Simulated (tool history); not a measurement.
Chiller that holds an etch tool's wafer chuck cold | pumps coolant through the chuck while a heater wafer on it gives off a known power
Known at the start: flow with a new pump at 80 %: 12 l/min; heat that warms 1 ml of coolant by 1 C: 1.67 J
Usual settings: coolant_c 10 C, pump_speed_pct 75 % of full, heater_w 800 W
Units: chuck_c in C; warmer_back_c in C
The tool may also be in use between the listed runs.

run	hour	coolant_c	pump_speed_pct	heater_w	chuck_c	warmer_back_c
1	0	10	75	800	18.57	2.59
2	32.2	10	75	800	18.7	2.59
3	74.3	10	75	428	14.62	1.37
4	116.2	10	75	428	14.66	1.39
5	163.5	10	75	428	14.66	1.4
6	199.4	10	75	428	14.69	1.39
7	254.4	10	75	428	14.68	1.39
8	309.9	10	75	428	14.74	1.4
9	340.5	10	75	800	18.72	2.63
10	379.6	10	75	800	18.73	2.6
11	432.8	10	75	800	18.75	2.62
12	463.2	18	75	800	26.68	2.61
13	516.2	18	75	800	26.83	2.61
14	578.7	18	75	800	26.75	2.63
15	637.2	18	75	800	26.85	2.63
16	703.1	2	75	800	10.73	2.61
17	767.3	10	75	707	17.92	2.34
18	807.4	1	76	941	11.38	3.04
19	859	2	94	466	6.43	1.23
# hour 868: coolant pump overhauled
20	903	2	94	466	6.63	1.21
21	940.9	2	94	466	6.57	1.22
# hour 992.3: coolant changed, channels flushed
22	996.7	20	66	904	30.46	3.41
23	1033	5	64	773	14.23	3.02
24	1060.6	5	64	773	14.15	3.02
25	1115.9	19	100	549	23.88	1.35
# hour 1133.9: coolant pump overhauled, once more
26	1154.5	4	64	1050	16.11	3.9
27	1182.7	10	75	410	14.3	1.3
28	1210.3	10	98	800	16.87	1.94
29	1240.7	7	83	800	14.7	2.3
30	1285.2	3	97	800	9.97	1.97
31	1323.8	1	69	1169	13.72	4.03

The same runs without the tool's hidden state, with the same run-to-run variation:
The hidden state here: heat passed by the chuck's channels, % of clean ones'; flow at a given pump speed, % of a new pump's; coolant's true temperature over the reading, C; drift of the gauge itself on chuck_c, C; drift of the gauge itself on warmer_back_c, C.
run	chuck_c	warmer_back_c
1	17.96	2.55
2	18.08	2.55
3	14.23	1.35
4	14.26	1.37
5	14.25	1.38
6	14.27	1.37
7	14.24	1.36
8	14.28	1.37
9	17.97	2.58
10	17.96	2.55
11	17.96	2.56
12	25.87	2.55
13	26	2.55
14	25.9	2.56
15	25.97	2.56
16	9.82	2.54
17	17.07	2.27
18	10.31	2.95
19	5.83	1.2
20	5.98	1.17
21	5.91	1.17
22	29.85	3.28
23	13.65	2.9
24	13.56	2.9
25	23.42	1.29
26	15.81	3.93
27	13.99	1.3
28	16.55	1.95
29	14.37	2.32
30	9.63	1.98
31	13.34	4.05
